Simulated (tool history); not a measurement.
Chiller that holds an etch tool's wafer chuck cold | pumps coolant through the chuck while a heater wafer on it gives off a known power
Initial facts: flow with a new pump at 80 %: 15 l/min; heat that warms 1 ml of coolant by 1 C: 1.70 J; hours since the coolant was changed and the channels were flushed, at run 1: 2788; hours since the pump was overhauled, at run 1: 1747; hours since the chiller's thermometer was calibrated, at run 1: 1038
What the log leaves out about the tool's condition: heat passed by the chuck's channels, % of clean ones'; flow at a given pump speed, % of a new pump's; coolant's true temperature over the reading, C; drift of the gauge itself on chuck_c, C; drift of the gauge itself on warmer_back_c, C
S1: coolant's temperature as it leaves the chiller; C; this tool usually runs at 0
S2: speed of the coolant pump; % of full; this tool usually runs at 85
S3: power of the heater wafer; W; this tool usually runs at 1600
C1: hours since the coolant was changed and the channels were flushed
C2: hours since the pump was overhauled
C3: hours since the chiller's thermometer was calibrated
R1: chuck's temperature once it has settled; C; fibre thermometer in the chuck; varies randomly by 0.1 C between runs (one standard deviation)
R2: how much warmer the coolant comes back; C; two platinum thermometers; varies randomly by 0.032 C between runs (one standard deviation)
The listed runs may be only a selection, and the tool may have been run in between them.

Run 1, hour 0.0: usual settings; C1 2788; C2 1747; C3 1038. Result: R1 13.3 C, R2 3.81 C.
Run 2, hour 44.1: usual settings but S1 -5 C; C1 2833; C2 1791; C3 1082. Result: R1 8.5 C, R2 3.79 C.
At hour 69.5: coolant changed, channels flushed.
Run 3, hour 83.6: usual settings but S1 -5 C; C1 14; C2 1824; C3 1115. Result: R1 7.0 C, R2 3.79 C.
Run 4, hour 120.0: usual settings but S3 918 W; C1 50; C2 1861; C3 1152. Result: R1 7.0 C, R2 2.25 C.
Run 5, hour 150.2: usual settings but S3 918 W; C1 81; C2 1891; C3 1182. Result: R1 7.0 C, R2 2.19 C.
Run 6, hour 194.3: usual settings but S3 1456 W; C1 125; C2 1935; C3 1226. Result: R1 11.2 C, R2 3.44 C.
Run 7, hour 223.5: usual settings but S3 1456 W; C1 154; C2 1964; C3 1255. Result: R1 11.2 C, R2 3.47 C.
Run 8, hour 259.9: usual settings but S3 1456 W; C1 190; C2 2001; C3 1291. Result: R1 11.3 C, R2 3.47 C.
Run 9, hour 288.1: usual settings but S2 66 % of full; C1 219; C2 2029; C3 1320. Result: R1 15.8 C, R2 5.08 C.
Run 10, hour 312.6: usual settings but S2 66 % of full; C1 243; C2 2053; C3 1344. Result: R1 15.7 C, R2 5.09 C.
Run 11, hour 351.8: usual settings; C1 282; C2 2093; C3 1383. Result: R1 12.3 C, R2 3.84 C.
Run 12, hour 396.4: usual settings; C1 327; C2 2137; C3 1428. Result: R1 12.5 C, R2 3.83 C.
Run 13, hour 426.9: usual settings; C1 357; C2 2168; C3 1458. Result: R1 12.4 C, R2 3.87 C.
Run 14, hour 472.2: usual settings but S2 81 % of full, S3 1052 W; C1 403; C2 2213; C3 1504. Result: R1 8.4 C, R2 2.69 C.
Run 15, hour 522.1: usual settings but S2 81 % of full, S3 1497 W; C1 453; C2 2263; C3 1554. Result: R1 12.3 C, R2 3.87 C.
Run 16, hour 566.5: usual settings but S2 81 % of full, S3 1497 W; C1 497; C2 2307; C3 1598. Result: R1 12.4 C, R2 3.79 C.
Run 17, hour 589.7: usual settings but S2 81 % of full, S3 1497 W; C1 520; C2 2330; C3 1621. Result: R1 12.4 C, R2 3.85 C.
Run 18, hour 631.3: usual settings but S1 4 C, S2 83 % of full, S3 1009 W; C1 562; C2 2372; C3 1663. Result: R1 12.2 C, R2 2.49 C.
Run 19, hour 666.6: usual settings but S1 4 C, S2 83 % of full, S3 1009 W; C1 597; C2 2407; C3 1698. Result: R1 12.1 C, R2 2.51 C.
Run 20, hour 687.9: usual settings but S1 4 C, S2 83 % of full, S3 1009 W; C1 618; C2 2429; C3 1719. Result: R1 12.1 C, R2 2.55 C.
Run 21, hour 739.7: usual settings but S1 4 C, S2 83 % of full, S3 1226 W; C1 670; C2 2480; C3 1771. Result: R1 13.8 C, R2 3.08 C.
Run 22, hour 789.1: usual settings but S1 6 C, S2 90 % of full, S3 924 W; C1 720; C2 2530; C3 1821. Result: R1 12.8 C, R2 2.07 C.
Run 23, hour 815.5: usual settings but S1 6 C, S2 90 % of full, S3 924 W; C1 746; C2 2556; C3 1847. Result: R1 12.8 C, R2 2.14 C.
Run 24, hour 846.5: usual settings but S1 7 C, S2 95 % of full, S3 1643 W; C1 777; C2 2587; C3 1878. Result: R1 18.7 C, R2 3.55 C.
Run 25, hour 897.8: usual settings but S1 7 C, S2 95 % of full, S3 1643 W; C1 828; C2 2639; C3 1929. Result: R1 18.8 C, R2 3.58 C.

Alternative continuations, all from the tool just after run 25; predict every row:
Run A, hour 946.0: usual settings but S1 1 C, S2 93 % of full, S3 839 W; C1 877; C2 2687; C3 1978. Result: R1 ?, R2 ?.
Run B, hour 946.0: usual settings but S1 7 C, S2 95 % of full, S3 1643 W; C1 877; C2 2687; C3 1978. Result: R1 ?, R2 ?.
Run C, hour 946.0: usual settings but S1 -8 C, S2 69 % of full, S3 1289 W; C1 877; C2 2687; C3 1978. Result: R1 ?, R2 ?.

run    R1    R2
  A   7.0  1.83
  B  18.9  3.57
  C   4.6  3.99
What these runs would have given with no unlogged condition in the tool:
run    R1    R2
  A   6.3  1.63
  B  17.4  3.18
  C   3.0  3.55
